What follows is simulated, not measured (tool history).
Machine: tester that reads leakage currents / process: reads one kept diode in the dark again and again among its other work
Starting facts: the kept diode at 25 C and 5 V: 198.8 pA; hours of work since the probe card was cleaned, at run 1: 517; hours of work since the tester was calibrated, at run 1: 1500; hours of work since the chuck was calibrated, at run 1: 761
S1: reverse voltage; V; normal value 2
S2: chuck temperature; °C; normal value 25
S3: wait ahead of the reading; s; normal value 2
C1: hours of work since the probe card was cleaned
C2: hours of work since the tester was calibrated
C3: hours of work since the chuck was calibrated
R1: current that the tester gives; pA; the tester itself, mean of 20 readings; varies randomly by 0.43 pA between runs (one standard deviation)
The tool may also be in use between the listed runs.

run	hour	S1	S2	S3	C1	C2	C3	R1
1	0	2	25	2	517	1500	761	136.55
2	54.7	2	25	2	539	1523	784	135.65
3	136.2	3.95	25	2	573	1557	818	177.34
4	206.2	2	25	2	603	1586	847	136.21
5	262.6	2	25	2	626	1610	871	136.19
6	352.5	2.94	25	2	664	1647	908	158.03
7	397.5	2.94	25	2	682	1666	927	157.45
8	492	2.94	25	2	722	1705	966	157.75
9	577	2.94	25	2	757	1741	1002	157.62
10	662.7	2.94	25	2	793	1777	1037	157.72
11	720.5	2.94	25	2	817	1801	1062	156.37
12	813	2.94	43	2	856	1839	1100	644.51
13	901.5	2.94	43	2	893	1876	1137	644.84
# hour 910.8: chuck's temperature calibrated
14	954.3	2	25	2.36	914	1897	18	130.28
15	1032.8	6.46	25	8.93	946	1930	51	207.09
16	1126.3	2	25	9.61	985	1969	90	130.04
17	1173.9	15.49	44	2	1005	1989	110	1248.42
18	1232	3.45	56	2	1030	2013	134	1686.05
19	1324.9	3.45	56	2	1068	2052	173	1669.74
20	1366	3.45	56	2	1085	2069	190	1658.62
21	1409.5	1.69	25	2	1104	2087	208	121.18
# hour 1450.3: chuck's temperature calibrated, once more
22	1474.3	2	25	0.67	1130	2113	10	143.88
23	1530.3	2	25	0.67	1153	2137	33	142.57
24	1587.9	3.71	25	0.67	1177	2161	57	184.27
# hour 1599.1: probe card cleaned and baked
25	1677.6	3.71	25	0.67	33	2197	94	173.37
26	1722.1	3.04	29	0.33	51	2216	112	226.14
27	1810.5	3.04	29	0.33	88	2252	149	226.06

Here are 5 independent what-if runs from the current tool condition. What would each one return?
A	1861.8	2.49	24	0.58	110	2274	170	?
B	1861.8	5.41	23	3.07	110	2274	170	?
C	1861.8	1.14	41	1.75	110	2274	170	?
D	1861.8	1.77	22	0.33	110	2274	170	?
E	1861.8	13.5	25	2	110	2274	170	?

run	R1
A	137.32
B	168.87
C	400.7
D	103.03
E	282.03
The same runs, with their run-to-run variation unchanged, on a tool lacking any hidden condition would have given:
run	R1
A	141.64
B	173.6
C	414.42
D	106.3
E	288.75
